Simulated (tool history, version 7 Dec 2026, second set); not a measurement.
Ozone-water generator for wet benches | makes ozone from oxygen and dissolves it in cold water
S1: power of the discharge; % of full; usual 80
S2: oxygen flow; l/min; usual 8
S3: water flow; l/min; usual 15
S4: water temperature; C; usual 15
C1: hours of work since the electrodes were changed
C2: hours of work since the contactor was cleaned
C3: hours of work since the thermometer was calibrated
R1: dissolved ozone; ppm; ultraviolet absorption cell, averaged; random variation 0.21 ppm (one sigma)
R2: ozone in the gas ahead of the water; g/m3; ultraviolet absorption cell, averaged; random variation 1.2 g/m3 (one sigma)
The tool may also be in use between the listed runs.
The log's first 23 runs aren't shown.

Run 24, hour 2023.7: usual settings but S1 58 % of full, S4 12 C; C1 5115; C2 1614; C3 943. Result: R1 20.5 ppm, R2 140 g/m3.
Run 25, hour 2086: usual settings but S1 49 % of full, S2 10.05 l/min, S4 12 C; C1 5172; C2 1670; C3 1000. Result: R1 17.6 ppm, R2 111.8 g/m3.
Run 26, hour 2147.9: usual settings but S1 49 % of full, S2 10.05 l/min, S4 12 C; C1 5227; C2 1726; C3 1056. Result: R1 17.6 ppm, R2 110 g/m3.
Run 27, hour 2236.4: usual settings but S1 89 % of full, S2 13.45 l/min, S3 20 l/min, S4 20 C; C1 5307; C2 1806; C3 1136. Result: R1 19.2 ppm, R2 152 g/m3.
Run 28, hour 2319: usual settings but S1 46 % of full, S2 13.95 l/min, S3 14 l/min, S4 21 C; C1 5382; C2 1880; C3 1210. Result: R1 13.5 ppm, R2 90.5 g/m3.
Run 29, hour 2425.7: usual settings but S1 46 % of full, S2 13.95 l/min, S3 14 l/min, S4 21 C; C1 5479; C2 1977; C3 1307. Result: R1 13.5 ppm, R2 90.7 g/m3.
Run 30, hour 2519.6: usual settings but S2 10.69 l/min, S4 19 C; C1 5564; C2 2062; C3 1392. Result: R1 21.8 ppm, R2 152.2 g/m3.
Run 31, hour 2601.7: usual settings but S1 55 % of full, S2 8.1 l/min; C1 5638; C2 2136; C3 1466. Result: R1 18.3 ppm, R2 131.4 g/m3.
Run 32, hour 2728.1: usual settings but S1 94 % of full, S2 5.05 l/min, S4 10 C; C1 5752; C2 2250; C3 1580. Result: R1 29.5 ppm, R2 246.4 g/m3.
Run 33, hour 2847.8: usual settings but S2 8.13 l/min, S4 8 C; C1 5860; C2 2359; C3 1688. Result: R1 27.2 ppm, R2 175.4 g/m3.

3 ways to go on from here, each from the tool as it stands after run 33. What would each give?
Run A, hour 2944.7: usual settings but S2 8.13 l/min, S3 11 l/min, S4 11 C; C1 5948; C2 2446; C3 1776. Result: R1 ?, R2 ?.
Run B, hour 2944.7: usual settings but S2 8.13 l/min, S4 14 C; C1 5948; C2 2446; C3 1776. Result: R1 ?, R2 ?.
Run C, hour 2944.7: usual settings but S1 46 % of full, S2 8.13 l/min, S4 8 C; C1 5948; C2 2446; C3 1776. Result: R1 ?, R2 ?.

run    R1     R2
  A  30.8    173
  B  24.7  172.5
  C  17.9  113.3
Without the tool's hidden state the same runs would have given:
run    R1     R2
  A  40.1  220.7
  B    32  220.1
  C  21.1  130.7
